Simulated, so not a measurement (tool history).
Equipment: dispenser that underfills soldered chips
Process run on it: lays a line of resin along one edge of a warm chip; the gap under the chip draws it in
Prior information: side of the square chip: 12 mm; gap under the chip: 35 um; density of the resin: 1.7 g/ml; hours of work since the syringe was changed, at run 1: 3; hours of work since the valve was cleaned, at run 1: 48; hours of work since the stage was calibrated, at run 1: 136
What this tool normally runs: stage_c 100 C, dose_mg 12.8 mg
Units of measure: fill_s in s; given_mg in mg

run   hour  stage_c  dose_mg  hours of work since the syringe was changed  hours of work since the valve was cleaned  hours of work since the stage was calibrated  fill_s  given_mg
  1      0      100     12.8                                            3                                         48                                           136   186.6      12.5
       5.1  -- dispensing valve cleaned and set on the balance
      10.5  -- new syringe of resin
  2   10.5       96     12.8                                            0                                          4                                           143   199.1     12.75
  3   16.9       96     12.8                                            5                                          8                                           147   236.6     12.71
      23.6  -- new syringe of resin
  4     24       96     12.8                                            0                                         13                                           152   197.5     12.71
  5   31.8       97     12.8                                            6                                         19                                           158   234.9     12.65
      36.7  -- new syringe of resin
  6   43.6       97     12.8                                            5                                         27                                           166   229.9     12.63
      49.5  -- new syringe of resin
  7   54.8       97     12.8                                            4                                         35                                           174   214.7     12.54
      62.9  -- new syringe of resin
  8     64       95     14.4                                            1                                         42                                           181   202.1     14.02
  9   74.2       86     12.6                                            8                                         49                                           188   386.1     12.26
      75.4  -- new syringe of resin
      77.1  -- dispensing valve cleaned and set on the balance
 10   86.4       86       13                                            7                                          7                                           196     371     12.95
      89.2  -- new syringe of resin
 11   96.7      100     12.1                                            6                                         14                                           204   213.7     12.05
     102.1  -- new syringe of resin
 12  108.9      100     12.1                                            5                                         23                                           212   204.6     12.02
     115.4  -- new syringe of resin
 13  120.3      109     12.1                                            4                                         31                                           220   141.9     11.91
 14  126.1      109     12.1                                            8                                         35                                           225   165.5     11.84

Predict each of these 4 candidate next runs independently; none follows another, all start after run 14:
     128.7  -- new syringe of resin
  A  134.2      108     13.8                                            4                                         41                                           230       ?         ?
     128.7  -- new syringe of resin
  B  134.2      103     14.8                                            4                                         41                                           230       ?         ?
     128.7  -- new syringe of resin
  C  134.2      114     14.7                                            4                                         41                                           230       ?         ?
     128.7  -- new syringe of resin
  D  134.2       94     11.7                                            4                                         41                                           230       ?         ?

run  fill_s  given_mg
  A     147     13.51
  B   169.8     14.57
  C   117.2     14.41
  D   243.6     11.45
Without the tool's hidden state the same runs would have given:
run  fill_s  given_mg
  A   133.5      13.8
  B   154.6     14.87
  C   106.4     14.72
  D   221.5     11.69

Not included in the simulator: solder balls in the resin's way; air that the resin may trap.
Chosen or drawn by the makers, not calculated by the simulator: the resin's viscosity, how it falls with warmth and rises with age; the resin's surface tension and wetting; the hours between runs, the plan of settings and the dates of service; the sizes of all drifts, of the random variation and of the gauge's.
